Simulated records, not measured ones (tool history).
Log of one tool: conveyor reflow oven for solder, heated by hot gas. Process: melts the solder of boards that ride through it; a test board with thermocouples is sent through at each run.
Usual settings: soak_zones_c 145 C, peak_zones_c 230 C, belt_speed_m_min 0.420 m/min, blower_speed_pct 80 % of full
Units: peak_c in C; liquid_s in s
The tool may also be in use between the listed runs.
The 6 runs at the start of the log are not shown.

run	hour	soak_zones_c	peak_zones_c	belt_speed_m_min	blower_speed_pct	hours of work since the flux was cleaned out	hours of work since the belt drive was overhauled	hours of work since the thermocouples were changed	peak_c	liquid_s
7	163.4	145	230	0.343	80	40	674	287	222.8	91.0
8	191.6	145	230	0.343	80	57	691	304	222.5	91.4
9	219.0	145	230	0.343	80	74	707	320	222.3	91.4
10	250.8	145	230	0.343	80	93	726	339	222.7	91.0
11	287.2	145	230	0.492	80	115	748	361	214.8	55.7
12	324.4	145	230	0.492	80	137	771	383	213.7	55.9
13	361.3	145	230	0.492	80	159	793	406	214.3	55.4
14	390.5	145	230	0.492	80	177	810	423	213.5	55.2
15	429.1	145	230	0.494	80	200	833	446	212.7	54.5
# hour 454.0: flux residue cleaned out of gas plates and filters
16	457.6	145	230	0.420	80	2	848	460	218.5	70.5
17	493.0	145	230	0.420	80	23	869	482	218.7	70.9
18	518.5	137	223	0.368	53	39	884	497	208.6	65.1
19	554.3	140	230	0.420	86	60	906	518	218.6	68.7
20	576.0	147	230	0.391	86	73	919	531	221.4	79.8
21	601.2	147	230	0.391	86	88	934	547	220.8	79.7
22	632.2	154	221	0.362	79	107	952	565	213.4	83.9
23	648.4	134	221	0.362	79	117	962	575	211.2	71.0
24	674.4	145	230	0.420	83	132	978	591	217.9	70.3
25	709.3	139	230	0.445	83	153	999	611	215.2	61.7
26	727.7	157	238	0.420	80	164	1010	623	226.7	80.8
27	749.7	138	228	0.414	67	178	1023	636	212.2	61.8
28	782.9	135	229	0.414	67	198	1043	656	212.6	60.8
# hour 813.7: flux residue cleaned out of gas plates and filters
29	818.2	135	229	0.414	67	3	1061	674	213.7	62.4
30	833.8	141	221	0.420	70	12	1070	683	207.5	58.7
31	858.6	141	221	0.420	51	27	1085	698	203.5	49.1

Each row is a separate what-if for the run after 31, all from the same tool condition, not one after another. Results?
A	895.6	157	227	0.459	51	49	1108	720	?	?
B	895.6	155	236	0.420	51	49	1108	720	?	?
C	895.6	142	230	0.420	80	49	1108	720	?	?
D	895.6	145	224	0.420	65	49	1108	720	?	?

run	peak_c	liquid_s
A	208.7	58.8
B	218.3	74.2
C	217.2	68.7
D	208.8	62.3
Take away the tool's hidden state, keep each run's random variation, and the runs would have read:
run	peak_c	liquid_s
A	210.5	59.7
B	220.1	74.6
C	219.4	69.3
D	210.8	63.5

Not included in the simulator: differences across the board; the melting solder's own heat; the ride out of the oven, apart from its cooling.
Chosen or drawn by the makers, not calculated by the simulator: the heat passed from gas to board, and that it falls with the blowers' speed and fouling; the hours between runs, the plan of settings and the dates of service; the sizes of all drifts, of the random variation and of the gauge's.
